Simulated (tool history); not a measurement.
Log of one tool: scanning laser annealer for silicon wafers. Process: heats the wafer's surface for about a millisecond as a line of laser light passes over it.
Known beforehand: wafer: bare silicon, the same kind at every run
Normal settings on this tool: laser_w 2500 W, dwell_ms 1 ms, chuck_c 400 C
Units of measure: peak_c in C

run,day,laser_w,dwell_ms,chuck_c,peak_c
1,0,2500,1,400,1197
2,0.975,2500,1,400,1200
3,1.6,2500,1,413,1209
4,2.542,2500,1.15,413,1267
5,3.033,2720,1.15,413,1362
6,3.871,2720,0.73,413,1163
7,4.796,2720,0.73,413,1163
8,5.762,2720,0.73,413,1164
# day 5.954: laser's power meter calibrated
9,6.312,2720,0.73,413,1166
10,7.121,2720,0.73,413,1163
11,7.612,2500,1.19,400,1267
12,8.117,2219,1.05,415,1117
13,9.033,2500,0.84,400,1125
14,9.867,2570,0.74,382,1082
# day 10.546: laser's power meter calibrated, once more
15,10.671,2136,0.88,400,1009
16,11.546,2136,0.88,400,1007
17,12.038,2136,0.88,400,1009
18,12.633,2276,1,427,1129
19,13.429,2230,1.04,393,1092

Predict each of these 5 candidate next runs independently; none follows another, all start after run 19:
A,14.375,2262,1.04,393,?
B,14.375,2653,1.04,393,?
C,14.375,2500,1,417,?
D,14.375,2650,1.07,369,?
E,14.375,2230,1.04,410,?

run,peak_c
A,1102
B,1258
C,1203
D,1245
E,1110
Without the tool's unlogged condition, the same runs would have read:
run,peak_c
A,1116
B,1276
C,1220
D,1263
E,1125

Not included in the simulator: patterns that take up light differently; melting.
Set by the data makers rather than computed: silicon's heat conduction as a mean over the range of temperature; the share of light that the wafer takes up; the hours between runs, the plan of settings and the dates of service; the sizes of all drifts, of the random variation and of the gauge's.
